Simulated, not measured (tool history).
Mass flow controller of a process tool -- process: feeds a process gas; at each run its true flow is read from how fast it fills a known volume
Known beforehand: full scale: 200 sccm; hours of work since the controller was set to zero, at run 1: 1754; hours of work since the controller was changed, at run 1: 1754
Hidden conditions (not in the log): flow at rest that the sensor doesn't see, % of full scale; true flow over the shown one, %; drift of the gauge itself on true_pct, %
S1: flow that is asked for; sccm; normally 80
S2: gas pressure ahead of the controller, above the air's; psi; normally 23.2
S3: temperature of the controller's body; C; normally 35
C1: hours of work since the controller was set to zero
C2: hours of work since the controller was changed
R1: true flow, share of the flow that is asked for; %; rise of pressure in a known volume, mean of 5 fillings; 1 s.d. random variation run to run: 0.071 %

run      day   S1    S2  S3    C1    C2      R1
  1    0.000   80  23.2  35  1754  1754  100.04
  2   12.275   80  23.2  35  1878  1878   99.94
  3   21.588   80  23.2  35  1972  1972   99.80
  4   30.883   80  23.2  31  2067  2067   99.62
  5   38.054   80  23.2  38  2139  2139   99.71
  6   46.858   80  23.2  38  2228  2228   99.63
  7   60.825   80  23.2  38  2370  2370   99.56
  8   73.596   80  23.2  38  2499  2499   99.42
  9   86.100   80  23.2  38  2626  2626   99.28
 10   97.896  159  23.2  35  2745  2745   99.28
 11  106.933  159  23.2  35  2837  2837   99.16
 12  116.542  159  23.2  35  2934  2934   99.06
 13  131.304  159  23.2  35  3083  3083   98.75
 14  138.312  159  23.2  35  3154  3154   98.74
 15  150.292  159  23.2  35  3276  3276   98.70
 16  156.983  159  23.2  25  3343  3343   98.29
 17  167.054   80  24.9  35  3445  3445   98.21
 18  181.917   80  24.9  35  3596  3596   98.05
     190.183  -- gauge calibrated
 19  197.462   80  21.0  35  3753  3753  100.16
 20  213.229   80  21.0  35  3913  3913   99.92
 21  222.621   80  23.2  35  4008  4008   99.72
 22  238.121   80  23.2  35  4165  4165   99.60
 23  246.500   80  23.2  22  4250  4250   99.10
 24  261.729   80  23.2  22  4404  4404   98.70
 25  272.658   78  21.0  27  4515  4515   98.74
 26  281.921   78  21.0  27  4609  4609   98.86
 27  294.167   22  32.8  35  4733  4733   98.51
 28  309.425   91  34.1  32  4887  4887   98.48
 29  324.162  122  27.6  27  5036  5036   98.38
 30  338.488   80  24.8  21  5181  5181   97.60
 31  346.396  111  23.2  35  5262  5262   98.34
 32  357.458   80  23.2  35  5374  5374   98.12
 33  365.200   31  29.4  35  5452  5452   97.86
 34  381.000   80  24.1  35  5612  5612   98.01
 35  395.825  178  28.1  39  5762  5762   98.28
 36  411.629  178  28.1  39  5922  5922   97.99
 37  426.758   80  36.7  35  6075  6075   97.20
 38  441.896  164  23.2  30  6229  6229   97.42
 39  450.292  115  36.3  30  6314  6314   96.85
 40  458.675   80  24.8  35  6399  6399   97.03
     461.583  -- controller's zero set anew
 41  473.067   80  24.8  35   116  6544   96.95

Run 42 has not been measured yet. What should we expect?
     487.883  -- gauge calibrated
 42  488.621  80  28.3  35  274  6702   ?

Run 42 came out at R1 99.88 %.
With no hidden state in the tool, this same run would have given R1 99.89 %.
